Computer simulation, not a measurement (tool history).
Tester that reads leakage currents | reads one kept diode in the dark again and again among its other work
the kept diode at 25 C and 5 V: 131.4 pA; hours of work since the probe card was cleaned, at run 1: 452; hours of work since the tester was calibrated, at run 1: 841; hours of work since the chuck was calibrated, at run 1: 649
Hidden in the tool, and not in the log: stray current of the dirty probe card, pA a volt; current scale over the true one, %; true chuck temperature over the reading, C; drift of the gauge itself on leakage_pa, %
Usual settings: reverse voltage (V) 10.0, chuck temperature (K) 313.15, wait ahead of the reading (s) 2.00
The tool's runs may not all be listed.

| run | day | reverse voltage (V) | chuck temperature (K) | wait ahead of the reading (s) | hours of work since the probe card was cleaned | hours of work since the tester was calibrated | hours of work since the chuck was calibrated | current that the tester gives (pA) |
|---|---|---|---|---|---|---|---|---|
| 1 | 0.000 | 10.0 | 313.15 | 2.00 | 452 | 841 | 649 | 546.48 |
| 2 | 1.479 | 10.0 | 313.15 | 2.00 | 471 | 861 | 668 | 546.66 |
| 3 | 2.200 | 10.0 | 313.15 | 2.00 | 481 | 871 | 678 | 545.31 |
| 4 | 3.642 | 10.0 | 309.15 | 2.00 | 500 | 890 | 697 | 413.90 |
| 5 | 5.167 | 10.0 | 309.15 | 2.00 | 521 | 910 | 718 | 417.17 |
| 6 | 6.750 | 10.0 | 313.15 | 2.00 | 542 | 932 | 739 | 547.40 |
| 7 | 8.054 | 10.0 | 313.15 | 2.00 | 559 | 949 | 756 | 545.07 |
| 8 | 9.396 | 10.0 | 313.15 | 2.00 | 577 | 967 | 774 | 546.24 |
| 9 | 10.717 | 10.0 | 313.15 | 2.00 | 595 | 985 | 792 | 545.10 |
| 10 | 11.892 | 10.0 | 313.15 | 2.00 | 610 | 1000 | 808 | 546.22 |
| 11 | 13.121 | 10.0 | 313.15 | 2.00 | 627 | 1017 | 824 | 543.39 |
| 12 | 14.233 | 5.6 | 313.15 | 2.00 | 642 | 1032 | 839 | 394.31 |
|  | 14.433 | probe card cleaned and baked |
| 13 | 15.733 | 5.6 | 313.15 | 2.00 | 17 | 1050 | 857 | 397.82 |
| 14 | 17.079 | 3.5 | 313.15 | 2.00 | 35 | 1068 | 875 | 306.96 |
| 15 | 17.875 | 10.0 | 306.15 | 2.00 | 46 | 1078 | 886 | 341.61 |
| 16 | 18.592 | 10.0 | 306.15 | 2.00 | 56 | 1088 | 895 | 338.77 |
| 17 | 20.008 | 10.0 | 306.15 | 2.00 | 74 | 1107 | 914 | 340.44 |
| 18 | 21.521 | 10.0 | 313.15 | 1.50 | 95 | 1127 | 934 | 547.39 |
|  | 22.325 | probe card cleaned and baked, once more |
| 19 | 22.562 | 10.0 | 313.15 | 2.00 | 3 | 1139 | 947 | 533.53 |
| 20 | 23.483 | 10.0 | 309.15 | 2.00 | 15 | 1152 | 959 | 404.46 |
| 21 | 24.367 | 10.0 | 309.15 | 2.00 | 27 | 1163 | 971 | 404.96 |
| 22 | 25.517 | 1.9 | 319.15 | 2.00 | 43 | 1179 | 986 | 321.85 |
| 23 | 26.721 | 10.0 | 313.15 | 5.20 | 59 | 1195 | 1002 | 532.01 |
| 24 | 27.900 | 10.0 | 330.15 | 2.00 | 74 | 1211 | 1018 | 1582.43 |
| 25 | 29.458 | 1.9 | 302.15 | 0.74 | 95 | 1231 | 1039 | 100.57 |
| 26 | 30.462 | 4.4 | 317.15 | 9.19 | 109 | 1245 | 1052 | 442.57 |
| 27 | 31.154 | 4.4 | 317.15 | 9.19 | 118 | 1254 | 1061 | 443.90 |
| 28 | 32.088 | 4.4 | 308.15 | 0.74 | 130 | 1267 | 1074 | 243.25 |
| 29 | 32.862 | 10.0 | 314.15 | 2.00 | 141 | 1277 | 1084 | 571.35 |
| 30 | 33.696 | 10.0 | 314.15 | 2.00 | 152 | 1288 | 1095 | 566.75 |
| 31 | 35.383 | 1.9 | 323.15 | 4.32 | 174 | 1311 | 1118 | 413.93 |
| 32 | 36.621 | 1.9 | 315.15 | 0.98 | 191 | 1327 | 1134 | 247.28 |
| 33 | 38.250 | 19.1 | 313.15 | 1.44 | 213 | 1349 | 1156 | 758.41 |
| 34 | 39.004 | 19.1 | 313.15 | 0.34 | 223 | 1359 | 1166 | 764.11 |
| 35 | 40.300 | 19.1 | 313.15 | 0.34 | 240 | 1376 | 1184 | 764.73 |
| 36 | 41.092 | 19.1 | 313.15 | 0.34 | 251 | 1387 | 1194 | 765.11 |
| 37 | 42.450 | 19.1 | 313.15 | 0.34 | 269 | 1405 | 1212 | 767.32 |
| 38 | 44.029 | 10.0 | 324.15 | 0.43 | 290 | 1426 | 1233 | 1087.41 |
| 39 | 45.254 | 3.2 | 313.15 | 3.31 | 306 | 1442 | 1250 | 285.53 |
| 40 | 46.579 | 3.5 | 298.15 | 2.00 | 324 | 1460 | 1267 | 104.38 |

Some steps in current that the tester gives (pA) between neighbouring runs. How much of each would the tool show without its hidden state too (settings, what came in, random variation), and how much is left for the hidden state, with any gauge scatter that isn't in both results?
Run 23 -> 24: chuck temperature (K) 313.15 -> 330.15, wait ahead of the reading (s) 5.20 -> 2.00. current that the tester gives (pA) +1050.42: hidden state -32.77, all else +1083.19.
Run 24 -> 25: reverse voltage (V) 10.0 -> 1.9, chuck temperature (K) 330.15 -> 302.15, wait ahead of the reading (s) 2.00 -> 0.74. current that the tester gives (pA) -1481.86: hidden state +47.73, all else -1529.59.
Run 38 -> 39: reverse voltage (V) 10.0 -> 3.2, chuck temperature (K) 324.15 -> 313.15, wait ahead of the reading (s) 0.43 -> 3.31. current that the tester gives (pA) -801.88: hidden state +30.99, all else -832.87.
